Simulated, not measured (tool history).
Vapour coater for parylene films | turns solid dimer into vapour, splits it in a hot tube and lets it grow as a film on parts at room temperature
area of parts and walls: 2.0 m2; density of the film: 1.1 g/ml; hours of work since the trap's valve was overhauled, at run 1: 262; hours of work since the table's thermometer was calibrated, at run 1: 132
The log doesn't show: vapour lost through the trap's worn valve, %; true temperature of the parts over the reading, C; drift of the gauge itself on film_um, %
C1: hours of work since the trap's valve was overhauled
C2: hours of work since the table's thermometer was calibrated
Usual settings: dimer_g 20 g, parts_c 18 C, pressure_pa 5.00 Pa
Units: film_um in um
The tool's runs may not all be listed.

run 1 hour=0.0 | dimer_g=20 parts_c=18 pressure_pa=5.00 | C1=262 C2=132 | film_um=3.89
run 2 hour=15.5 | dimer_g=20 parts_c=18 pressure_pa=5.00 | C1=275 C2=144 | film_um=3.84
run 3 hour=39.3 | dimer_g=20 parts_c=18 pressure_pa=5.00 | C1=294 C2=164 | film_um=3.79
run 4 hour=51.3 | dimer_g=20 parts_c=18 pressure_pa=5.00 | C1=304 C2=174 | film_um=3.81
run 5 hour=64.0 | dimer_g=20 parts_c=18 pressure_pa=5.00 | C1=315 C2=184 | film_um=3.80
run 6 hour=80.9 | dimer_g=25 parts_c=18 pressure_pa=5.00 | C1=329 C2=198 | film_um=4.70
run 7 hour=103.9 | dimer_g=20 parts_c=18 pressure_pa=5.00 | C1=348 C2=217 | film_um=3.72
run 8 hour=115.9 | dimer_g=20 parts_c=18 pressure_pa=5.00 | C1=357 C2=227 | film_um=3.76
run 9 hour=128.7 | dimer_g=20 parts_c=30 pressure_pa=5.00 | C1=368 C2=237 | film_um=3.10
run 10 hour=142.3 | dimer_g=20 parts_c=30 pressure_pa=5.00 | C1=379 C2=249 | film_um=3.07
run 11 hour=154.5 | dimer_g=20 parts_c=30 pressure_pa=5.00 | C1=389 C2=259 | film_um=3.06
run 12 hour=175.3 | dimer_g=20 parts_c=30 pressure_pa=5.00 | C1=406 C2=276 | film_um=3.04

Forecast run 13:
-- hour=180.5 trap's valve overhauled
run 13 hour=202.8 | dimer_g=17 parts_c=20 pressure_pa=2.09 | C1=18 C2=295 | film_um=?

Run 13 gave film_um 3.89 um.
Without the tool's hidden state the same run would have given film_um 3.96 um.
